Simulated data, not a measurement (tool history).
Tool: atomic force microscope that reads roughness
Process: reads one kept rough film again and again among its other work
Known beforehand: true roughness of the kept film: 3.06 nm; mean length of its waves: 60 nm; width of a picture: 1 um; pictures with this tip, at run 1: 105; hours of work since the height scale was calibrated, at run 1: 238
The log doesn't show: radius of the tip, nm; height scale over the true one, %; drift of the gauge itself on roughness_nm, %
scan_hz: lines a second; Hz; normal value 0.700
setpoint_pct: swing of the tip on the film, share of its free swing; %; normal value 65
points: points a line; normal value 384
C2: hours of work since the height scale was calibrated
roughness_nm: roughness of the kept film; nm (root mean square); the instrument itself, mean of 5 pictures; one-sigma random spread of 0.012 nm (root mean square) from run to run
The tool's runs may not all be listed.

Run 1, hour 0.0: usual settings; pictures with this tip 105; C2 238. Result: roughness_nm 2.806 nm (root mean square).
Run 2, hour 26.8: usual settings but points 980; pictures with this tip 128; C2 251. Result: roughness_nm 2.798 nm (root mean square).
Run 3, hour 47.0: usual settings but points 980; pictures with this tip 145; C2 261. Result: roughness_nm 2.807 nm (root mean square).
At hour 60.4: new tip fitted.
Run 4, hour 73.4: usual settings but setpoint_pct 83 %; pictures with this tip 12; C2 274. Result: roughness_nm 2.726 nm (root mean square).
Run 5, hour 101.0: usual settings but scan_hz 1.726 Hz; pictures with this tip 35; C2 288. Result: roughness_nm 2.746 nm (root mean square).
Run 6, hour 121.8: usual settings but scan_hz 1.726 Hz; pictures with this tip 53; C2 298. Result: roughness_nm 2.716 nm (root mean square).
Run 7, hour 134.8: usual settings but points 262; pictures with this tip 64; C2 305. Result: roughness_nm 2.849 nm (root mean square).
Run 8, hour 153.7: usual settings but points 262; pictures with this tip 80; C2 314. Result: roughness_nm 2.824 nm (root mean square).
Run 9, hour 172.5: usual settings but scan_hz 1.377 Hz, setpoint_pct 62 %, points 443; pictures with this tip 96; C2 324. Result: roughness_nm 2.779 nm (root mean square).
Run 10, hour 189.6: usual settings but scan_hz 0.536 Hz, setpoint_pct 59 %; pictures with this tip 111; C2 332. Result: roughness_nm 2.870 nm (root mean square).
Run 11, hour 215.4: usual settings but scan_hz 0.536 Hz, setpoint_pct 59 %; pictures with this tip 133; C2 345. Result: roughness_nm 2.855 nm (root mean square).
Run 12, hour 235.6: usual settings but scan_hz 0.701 Hz, setpoint_pct 87 %, points 439; pictures with this tip 150; C2 355. Result: roughness_nm 2.597 nm (root mean square).
At hour 243.3: new tip fitted.
Run 13, hour 256.1: usual settings but scan_hz 0.701 Hz, setpoint_pct 87 %, points 439; pictures with this tip 11; C2 365. Result: roughness_nm 2.691 nm (root mean square).
Run 14, hour 275.6: usual settings but scan_hz 0.701 Hz, setpoint_pct 87 %, points 439; pictures with this tip 27; C2 375. Result: roughness_nm 2.667 nm (root mean square).
Run 15, hour 299.0: usual settings but scan_hz 1.448 Hz, setpoint_pct 78 %, points 409; pictures with this tip 47; C2 387. Result: roughness_nm 2.574 nm (root mean square).
Run 16, hour 319.9: usual settings but scan_hz 1.448 Hz, setpoint_pct 78 %, points 409; pictures with this tip 65; C2 397. Result: roughness_nm 2.558 nm (root mean square).

Take each entry between the runs: how does the hidden state at the last listed run before it differ from the hidden state at the first listed run after it?
Logged between run 3 and run 4: new tip fitted (hour 60.4)
  radius of the tip, nm: 16.5 -> 6.1; height scale over the true one, %: -0.26 -> -0.27
  what was measured, less what the result would be without the hidden state, roughness_nm: -0.115 -> -0.017 nm (root mean square)
Logged between run 12 and run 13: new tip fitted (hour 243.3)
  radius of the tip, nm: 16.5 -> 6; height scale over the true one, %: -0.34 -> -0.35
  what was measured, less what the result would be without the hidden state, roughness_nm: -0.108 -> -0.018 nm (root mean square)

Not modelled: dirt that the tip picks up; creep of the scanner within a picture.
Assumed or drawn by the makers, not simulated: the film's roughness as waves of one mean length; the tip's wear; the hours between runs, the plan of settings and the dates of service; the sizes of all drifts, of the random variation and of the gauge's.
